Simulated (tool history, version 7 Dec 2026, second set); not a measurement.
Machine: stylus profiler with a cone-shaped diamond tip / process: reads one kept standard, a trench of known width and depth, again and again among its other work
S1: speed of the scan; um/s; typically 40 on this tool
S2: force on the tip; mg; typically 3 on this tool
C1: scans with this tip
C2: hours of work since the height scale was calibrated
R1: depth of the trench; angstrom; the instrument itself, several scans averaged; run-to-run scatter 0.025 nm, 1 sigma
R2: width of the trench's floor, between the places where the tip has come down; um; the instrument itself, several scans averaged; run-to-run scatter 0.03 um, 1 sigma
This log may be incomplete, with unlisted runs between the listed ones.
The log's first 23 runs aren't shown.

run,hour,S1,S2,C1,C2,R1,R2
24,1765.5,40,8.97,11066,975,1023.5,46.64
25,1836.7,150,3.34,11578,1020,1010.1,46.26
# hour 1882.1: new tip fitted, height scale calibrated
26,1938.4,29,1.55,405,36,1008.3,47.83
27,2011,29,3.31,927,82,1013.4,47.8
28,2063.1,29,3.31,1302,115,1013.5,47.72
29,2139.7,29,3.31,1852,163,1013.5,47.62
30,2200.8,29,3.31,2292,202,1013.3,47.56
31,2288.1,29,3.31,2920,257,1012.6,47.49
32,2336.3,29,3.31,3267,288,1013.1,47.45
33,2429.1,29,3.31,3934,346,1012.7,47.4
34,2493.7,88,3.31,4399,387,1012.1,47.14
35,2561.2,86,2.46,4885,430,1010,47.09
36,2605.9,55,2.46,5205,458,1009.5,47.11
37,2706.6,20,1.77,5930,522,1007.4,47.11
38,2758.4,61,1.6,6303,555,1006.1,46.92

The next listed run, before its measurement:
39,2804.8,23,1.09,6636,584,?,?

{"run 39": {"R1": 1004.2, "R2": 47.01}}
Take away the tool's hidden state, keep the run-to-run variation as it was, and the same run would have given R1 1006.6 angstrom, R2 47.91 um.
